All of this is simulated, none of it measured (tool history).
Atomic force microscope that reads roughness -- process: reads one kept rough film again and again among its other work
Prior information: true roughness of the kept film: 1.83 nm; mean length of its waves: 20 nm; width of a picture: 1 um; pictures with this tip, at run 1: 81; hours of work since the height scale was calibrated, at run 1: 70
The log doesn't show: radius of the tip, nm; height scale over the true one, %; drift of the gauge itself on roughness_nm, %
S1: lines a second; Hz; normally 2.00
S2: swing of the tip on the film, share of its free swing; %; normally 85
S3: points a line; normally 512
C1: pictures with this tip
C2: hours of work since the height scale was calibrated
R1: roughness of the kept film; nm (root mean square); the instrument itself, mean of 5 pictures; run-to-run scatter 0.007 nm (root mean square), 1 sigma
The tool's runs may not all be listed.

run	hour	S1	S2	S3	C1	C2	R1
1	0.0	2.00	85	512	81	70	1.272
2	5.9	2.00	85	512	91	73	1.262
3	16.0	2.00	85	512	108	79	1.230
4	25.0	2.00	85	512	123	84	1.202
5	30.3	2.00	85	512	132	87	1.191
6	35.1	2.00	63	512	140	90	1.267
7	44.7	2.00	85	512	156	95	1.153
8	52.2	2.00	85	512	169	99	1.126
9	61.8	2.00	85	512	186	105	1.097
10	69.8	2.00	85	512	199	109	1.098
11	80.1	2.00	85	512	216	115	1.060
12	89.8	2.00	85	363	233	121	1.030
# hour 93.0: new tip fitted
13	96.0	2.00	85	512	5	124	1.431
14	106.3	2.00	85	512	22	130	1.393
15	111.3	2.00	85	512	30	132	1.386
# hour 112.7: height scale calibrated on a step standard
16	118.7	2.00	85	512	41	3	1.357
17	126.6	1.26	60	512	55	8	1.451
# hour 133.8: height scale calibrated on a step standard, once more
18	136.6	1.26	60	512	70	2	1.410
19	143.2	1.26	60	512	81	5	1.383
20	149.4	1.86	85	825	92	9	1.262
21	159.8	1.07	68	311	109	15	1.307
22	169.1	2.54	85	591	125	20	1.143
23	179.4	2.54	85	591	142	26	1.135
24	183.6	1.61	85	906	149	28	1.186
25	192.4	3.80	75	261	164	33	1.081

Some steps in R1 between neighbouring runs. How much of each would the tool show without its hidden state too (settings, what came in, random variation), and how much is left for the hidden state, with any gauge scatter that isn't in both results?
Run 12 -> 13: S3 363 -> 512, new tip fitted. R1 +0.401 nm (root mean square): hidden state +0.388, all else +0.013.
Run 20 -> 21: S1 1.86 -> 1.07, S2 85 -> 68, S3 825 -> 311. R1 +0.045 nm (root mean square): hidden state -0.047, all else +0.092.
Run 21 -> 22: S1 1.07 -> 2.54, S2 68 -> 85, S3 311 -> 591. R1 -0.164 nm (root mean square): hidden state -0.002, all else -0.162.
